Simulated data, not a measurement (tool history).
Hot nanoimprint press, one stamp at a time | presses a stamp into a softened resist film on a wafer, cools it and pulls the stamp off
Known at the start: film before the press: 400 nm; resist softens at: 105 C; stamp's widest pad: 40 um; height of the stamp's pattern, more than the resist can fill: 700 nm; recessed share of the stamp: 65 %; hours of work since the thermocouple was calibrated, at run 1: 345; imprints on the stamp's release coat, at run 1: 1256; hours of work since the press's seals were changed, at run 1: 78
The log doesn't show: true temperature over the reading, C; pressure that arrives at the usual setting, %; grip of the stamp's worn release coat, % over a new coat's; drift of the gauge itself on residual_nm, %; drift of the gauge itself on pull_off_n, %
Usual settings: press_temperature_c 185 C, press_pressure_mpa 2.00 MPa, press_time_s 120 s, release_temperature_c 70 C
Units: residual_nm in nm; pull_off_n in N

run	day	press_temperature_c	press_pressure_mpa	press_time_s	release_temperature_c	hours of work since the thermocouple was calibrated	imprints on the stamp's release coat	hours of work since the press's seals were changed	residual_nm	pull_off_n
1	0.000	185	2.00	120	70	345	1256	78	218.1	213
2	0.529	185	2.00	120	70	352	1292	85	212.7	225
3	0.825	185	2.00	120	70	355	1312	88	216.9	227
4	1.312	185	2.00	120	70	361	1345	94	215.9	225
5	1.708	185	2.00	120	70	366	1373	99	213.1	224
6	2.238	185	2.00	120	70	372	1409	105	213.8	219
7	2.729	193	2.00	120	73	378	1442	111	173.3	216
8	3.271	180	1.35	119	69	385	1479	118	286.2	226
9	3.771	185	1.43	120	70	391	1514	124	248.2	222
10	4.154	185	1.43	120	70	395	1540	128	249.6	226
11	4.512	185	1.43	120	70	400	1564	133	247.9	229
12	4.783	185	1.43	120	70	403	1583	136	248.9	230

4 ways to go on from here, each from the tool as it stands after run 12. What would each give?
# day 5.383: stamp cleaned and given a new release coat
A	5.504	173	2.00	120	70	408	8	142	?	?
# day 5.383: stamp cleaned and given a new release coat
B	5.504	195	1.43	120	70	408	8	142	?	?
# day 5.383: stamp cleaned and given a new release coat
C	5.504	179	1.43	120	70	408	8	142	?	?
# day 5.383: stamp cleaned and given a new release coat
D	5.504	185	1.43	120	77	408	8	142	?	?

run	residual_nm	pull_off_n
A	283.5	223
B	196.7	221
C	284.9	224
D	248.3	209
Without the tool's hidden state the same runs would have given:
run	residual_nm	pull_off_n
A	289.6	223
B	200.9	221
C	291.0	224
D	253.6	209
